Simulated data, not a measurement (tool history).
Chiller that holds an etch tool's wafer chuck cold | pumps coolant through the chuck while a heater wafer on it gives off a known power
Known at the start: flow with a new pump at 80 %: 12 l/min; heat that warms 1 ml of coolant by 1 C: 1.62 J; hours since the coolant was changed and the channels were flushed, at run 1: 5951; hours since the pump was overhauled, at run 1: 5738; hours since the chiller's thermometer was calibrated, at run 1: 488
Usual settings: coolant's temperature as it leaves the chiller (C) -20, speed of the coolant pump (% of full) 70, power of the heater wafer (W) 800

run,hour,coolant's temperature as it leaves the chiller (C),speed of the coolant pump (% of full),power of the heater wafer (W),hours since the coolant was changed and the channels were flushed,hours since the pump was overhauled,hours since the chiller's thermometer was calibrated,chuck's temperature once it has settled (C),how much warmer the coolant comes back (C)
1,0,-20,70,800,5951,5738,488,-14.4,2.87
# hour 38.8: coolant changed, channels flushed
2,78.6,-20,70,800,40,5810,560,-14.6,2.88
3,218.8,-20,70,800,180,5950,700,-14.5,2.8
4,311.7,-20,70,800,273,6043,793,-14.6,2.87
5,388.8,-20,70,800,350,6120,870,-14.5,2.87
6,470.9,-20,70,800,432,6203,953,-14.4,2.79
7,570.9,-20,70,800,532,6303,1053,-14.5,2.81
8,684,-20,70,800,645,6416,1166,-14.6,2.85
9,785.8,-20,70,800,747,6517,1267,-14.4,2.85
10,930.3,-20,70,800,891,6662,1412,-14.5,2.86
11,1070,-20,70,500,1031,6802,1552,-16.6,1.72
12,1134.6,-20,70,800,1096,6866,1616,-14.6,2.81
13,1240.7,-20,70,800,1202,6972,1722,-14.5,2.81
14,1317.8,-16,70,800,1279,7049,1799,-10.6,2.85
15,1417.5,-20,63,800,1379,7149,1899,-14.2,3.22
16,1508.1,-16,70,800,1469,7240,1990,-10.5,2.84
17,1594.7,-23,70,606,1556,7326,2076,-18.8,2.07
18,1715.9,-23,70,606,1677,7448,2198,-18.8,2.13
19,1797.4,-23,70,606,1759,7529,2279,-18.8,2.18
20,1937.2,-23,70,606,1898,7669,2419,-18.9,2.1
21,2091.9,-23,70,606,2053,7824,2574,-18.8,2.12
22,2187.7,-15,100,1101,2149,7919,2669,-9,2.55
23,2306.2,-27,83,473,2267,8038,2788,-24.2,1.27
24,2372.5,-21,61,473,2334,8104,2854,-17.4,1.89
25,2483.8,-20,72,462,2445,8215,2965,-17,1.55
26,2556.3,-20,72,462,2517,8288,3038,-16.9,1.49
27,2623.9,-14,66,781,2585,8355,3106,-8.2,2.85
28,2751.5,-14,66,781,2713,8483,3233,-8.3,2.92
29,2817.7,-14,66,781,2779,8549,3299,-8.4,2.85
30,2923.1,-14,66,781,2884,8655,3405,-8.3,2.93
31,3039,-21,78,602,3000,8771,3521,-17.3,1.73

How the hidden state differs across the entries between the runs, from the last listed run before each to the first after it:
Between runs 1 and 2: coolant changed, channels flushed (hour 38.8)
  heat passed by the chuck's channels, % of clean ones': 99.5 -> 100
  measured less the result without the state, how much warmer the coolant comes back (C): +0 -> +0
